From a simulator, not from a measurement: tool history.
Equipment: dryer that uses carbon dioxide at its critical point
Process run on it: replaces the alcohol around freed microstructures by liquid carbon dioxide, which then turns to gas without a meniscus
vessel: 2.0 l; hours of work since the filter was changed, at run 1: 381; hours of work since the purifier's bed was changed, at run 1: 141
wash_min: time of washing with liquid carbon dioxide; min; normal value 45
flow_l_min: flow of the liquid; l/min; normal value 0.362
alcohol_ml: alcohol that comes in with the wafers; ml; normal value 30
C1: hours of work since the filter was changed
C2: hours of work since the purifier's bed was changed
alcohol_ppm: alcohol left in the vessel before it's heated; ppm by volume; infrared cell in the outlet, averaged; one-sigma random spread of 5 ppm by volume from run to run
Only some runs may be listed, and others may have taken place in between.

{"run": 1, "hour": 0.0, "wash_min": 45, "flow_l_min": 0.362, "alcohol_ml": 30, "C1": 381, "C2": 141, "alcohol_ppm": 87}
{"run": 2, "hour": 33.7, "wash_min": 45, "flow_l_min": 0.362, "alcohol_ml": 30, "C1": 402, "C2": 162, "alcohol_ppm": 88}
{"run": 3, "hour": 63.0, "wash_min": 45, "flow_l_min": 0.362, "alcohol_ml": 30, "C1": 420, "C2": 180, "alcohol_ppm": 87}
{"hour": 72.5, "done": "inlet filter changed"}
{"run": 4, "hour": 79.6, "wash_min": 45, "flow_l_min": 0.362, "alcohol_ml": 30, "C1": 4, "C2": 190, "alcohol_ppm": 77}
{"run": 5, "hour": 103.6, "wash_min": 31, "flow_l_min": 0.362, "alcohol_ml": 30, "C1": 19, "C2": 204, "alcohol_ppm": 169}
{"run": 6, "hour": 136.3, "wash_min": 31, "flow_l_min": 0.362, "alcohol_ml": 30, "C1": 40, "C2": 225, "alcohol_ppm": 176}
{"run": 7, "hour": 168.0, "wash_min": 31, "flow_l_min": 0.362, "alcohol_ml": 30, "C1": 59, "C2": 244, "alcohol_ppm": 187}
{"run": 8, "hour": 190.3, "wash_min": 30, "flow_l_min": 0.49, "alcohol_ml": 30, "C1": 73, "C2": 258, "alcohol_ppm": 103}
{"run": 9, "hour": 218.2, "wash_min": 30, "flow_l_min": 0.49, "alcohol_ml": 30, "C1": 90, "C2": 276, "alcohol_ppm": 108}

Run 10 has not been measured yet. What should we expect?
{"run": 10, "hour": 242.9, "wash_min": 29, "flow_l_min": 0.362, "alcohol_ml": 30, "C1": 106, "C2": 291, "alcohol_ppm": "?"}

Run 10 measured alcohol_ppm 254 ppm by volume.
Were there no unlogged condition in the tool, this run, its random variation unchanged, would have produced alcohol_ppm 132 ppm by volume.
